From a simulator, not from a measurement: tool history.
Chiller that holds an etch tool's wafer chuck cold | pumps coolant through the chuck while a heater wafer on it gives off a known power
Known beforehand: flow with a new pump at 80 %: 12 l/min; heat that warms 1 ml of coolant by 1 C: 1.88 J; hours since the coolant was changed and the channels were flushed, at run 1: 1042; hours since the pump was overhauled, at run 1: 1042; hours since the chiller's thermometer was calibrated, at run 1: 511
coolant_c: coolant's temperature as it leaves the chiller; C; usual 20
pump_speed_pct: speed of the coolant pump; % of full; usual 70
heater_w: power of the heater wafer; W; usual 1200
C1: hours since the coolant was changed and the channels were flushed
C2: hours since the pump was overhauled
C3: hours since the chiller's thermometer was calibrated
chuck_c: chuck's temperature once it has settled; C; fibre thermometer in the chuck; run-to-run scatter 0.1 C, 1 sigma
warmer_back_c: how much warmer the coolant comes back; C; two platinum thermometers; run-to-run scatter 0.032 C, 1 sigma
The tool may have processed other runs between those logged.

{"run": 1, "hour": 0.0, "coolant_c": 20, "pump_speed_pct": 70, "heater_w": 1200, "C1": 1042, "C2": 1042, "C3": 511, "chuck_c": 29.5, "warmer_back_c": 3.73}
{"run": 2, "hour": 131.3, "coolant_c": 15, "pump_speed_pct": 70, "heater_w": 1200, "C1": 1173, "C2": 1173, "C3": 642, "chuck_c": 24.8, "warmer_back_c": 3.88}
{"run": 3, "hour": 251.2, "coolant_c": 20, "pump_speed_pct": 70, "heater_w": 780, "C1": 1293, "C2": 1293, "C3": 762, "chuck_c": 26.4, "warmer_back_c": 2.54}
{"run": 4, "hour": 364.3, "coolant_c": 20, "pump_speed_pct": 70, "heater_w": 780, "C1": 1406, "C2": 1406, "C3": 875, "chuck_c": 26.6, "warmer_back_c": 2.51}
{"run": 5, "hour": 472.5, "coolant_c": 20, "pump_speed_pct": 70, "heater_w": 780, "C1": 1514, "C2": 1514, "C3": 983, "chuck_c": 26.5, "warmer_back_c": 2.55}
{"run": 6, "hour": 592.9, "coolant_c": 20, "pump_speed_pct": 70, "heater_w": 780, "C1": 1634, "C2": 1634, "C3": 1104, "chuck_c": 27, "warmer_back_c": 2.58}
{"run": 7, "hour": 660.6, "coolant_c": 20, "pump_speed_pct": 70, "heater_w": 780, "C1": 1702, "C2": 1702, "C3": 1172, "chuck_c": 26.8, "warmer_back_c": 2.54}
{"run": 8, "hour": 742.0, "coolant_c": 20, "pump_speed_pct": 70, "heater_w": 780, "C1": 1784, "C2": 1784, "C3": 1253, "chuck_c": 26.9, "warmer_back_c": 2.58}
{"run": 9, "hour": 855.4, "coolant_c": 20, "pump_speed_pct": 70, "heater_w": 780, "C1": 1897, "C2": 1897, "C3": 1366, "chuck_c": 27, "warmer_back_c": 2.64}
{"run": 10, "hour": 946.9, "coolant_c": 20, "pump_speed_pct": 70, "heater_w": 1200, "C1": 1988, "C2": 1988, "C3": 1458, "chuck_c": 30.4, "warmer_back_c": 4.05}
{"run": 11, "hour": 1064.9, "coolant_c": 20, "pump_speed_pct": 83, "heater_w": 1200, "C1": 2106, "C2": 2106, "C3": 1576, "chuck_c": 29.2, "warmer_back_c": 3.31}
{"run": 12, "hour": 1188.6, "coolant_c": 20, "pump_speed_pct": 83, "heater_w": 1200, "C1": 2230, "C2": 2230, "C3": 1700, "chuck_c": 29.4, "warmer_back_c": 3.32}
{"run": 13, "hour": 1282.2, "coolant_c": 20, "pump_speed_pct": 83, "heater_w": 1200, "C1": 2324, "C2": 2324, "C3": 1793, "chuck_c": 29.7, "warmer_back_c": 3.33}
{"run": 14, "hour": 1407.1, "coolant_c": 20, "pump_speed_pct": 83, "heater_w": 1200, "C1": 2449, "C2": 2449, "C3": 1918, "chuck_c": 29.4, "warmer_back_c": 3.39}
{"run": 15, "hour": 1470.8, "coolant_c": 20, "pump_speed_pct": 83, "heater_w": 1200, "C1": 2512, "C2": 2512, "C3": 1982, "chuck_c": 29.5, "warmer_back_c": 3.35}
{"run": 16, "hour": 1565.2, "coolant_c": 14, "pump_speed_pct": 70, "heater_w": 1200, "C1": 2607, "C2": 2607, "C3": 2076, "chuck_c": 25.3, "warmer_back_c": 4.08}
{"run": 17, "hour": 1677.2, "coolant_c": 14, "pump_speed_pct": 70, "heater_w": 971, "C1": 2719, "C2": 2719, "C3": 2188, "chuck_c": 23.3, "warmer_back_c": 3.3}
{"hour": 1688.3, "done": "chiller's thermometer calibrated"}
{"run": 18, "hour": 1796.8, "coolant_c": 14, "pump_speed_pct": 70, "heater_w": 971, "C1": 2837, "C2": 2837, "C3": 108, "chuck_c": 23.6, "warmer_back_c": 3.28}
{"run": 19, "hour": 1916.4, "coolant_c": 12, "pump_speed_pct": 98, "heater_w": 1421, "C1": 2957, "C2": 2957, "C3": 228, "chuck_c": 22.4, "warmer_back_c": 3.39}
{"run": 20, "hour": 2047.2, "coolant_c": 20, "pump_speed_pct": 92, "heater_w": 776, "C1": 3088, "C2": 3088, "C3": 359, "chuck_c": 26.6, "warmer_back_c": 2.01}
{"run": 21, "hour": 2153.0, "coolant_c": 27, "pump_speed_pct": 92, "heater_w": 1756, "C1": 3193, "C2": 3193, "C3": 465, "chuck_c": 40.5, "warmer_back_c": 4.52}
{"hour": 2263.1, "done": "chiller's thermometer calibrated, once more"}
{"run": 22, "hour": 2285.3, "coolant_c": 27, "pump_speed_pct": 92, "heater_w": 1756, "C1": 3325, "C2": 3325, "C3": 22, "chuck_c": 39.7, "warmer_back_c": 4.55}
{"run": 23, "hour": 2353.4, "coolant_c": 10, "pump_speed_pct": 74, "heater_w": 730, "C1": 3393, "C2": 3393, "C3": 90, "chuck_c": 16.6, "warmer_back_c": 2.44}
{"run": 24, "hour": 2448.5, "coolant_c": 11, "pump_speed_pct": 83, "heater_w": 697, "C1": 3488, "C2": 3488, "C3": 185, "chuck_c": 16.6, "warmer_back_c": 2.07}
{"run": 25, "hour": 2527.2, "coolant_c": 17, "pump_speed_pct": 70, "heater_w": 1529, "C1": 3567, "C2": 3567, "C3": 264, "chuck_c": 31.4, "warmer_back_c": 5.37}
{"run": 26, "hour": 2589.1, "coolant_c": 17, "pump_speed_pct": 70, "heater_w": 1529, "C1": 3629, "C2": 3629, "C3": 326, "chuck_c": 31.6, "warmer_back_c": 5.43}
{"run": 27, "hour": 2696.5, "coolant_c": 17, "pump_speed_pct": 70, "heater_w": 1529, "C1": 3736, "C2": 3736, "C3": 433, "chuck_c": 31.6, "warmer_back_c": 5.41}
{"run": 28, "hour": 2782.6, "coolant_c": 18, "pump_speed_pct": 77, "heater_w": 857, "C1": 3822, "C2": 3822, "C3": 520, "chuck_c": 25.6, "warmer_back_c": 2.78}

Predict the results of run 29:
{"run": 29, "hour": 2859.3, "coolant_c": 20, "pump_speed_pct": 70, "heater_w": 766, "C1": 3899, "C2": 3899, "C3": 596, "chuck_c": "?", "warmer_back_c": "?"}

Run 29 came out at chuck_c 27.5 C, warmer_back_c 2.73 C.
Take away the tool's hidden state, keep the run-to-run variation as it was, and the same run would have given chuck_c 25.7 C, warmer_back_c 2.36 C.
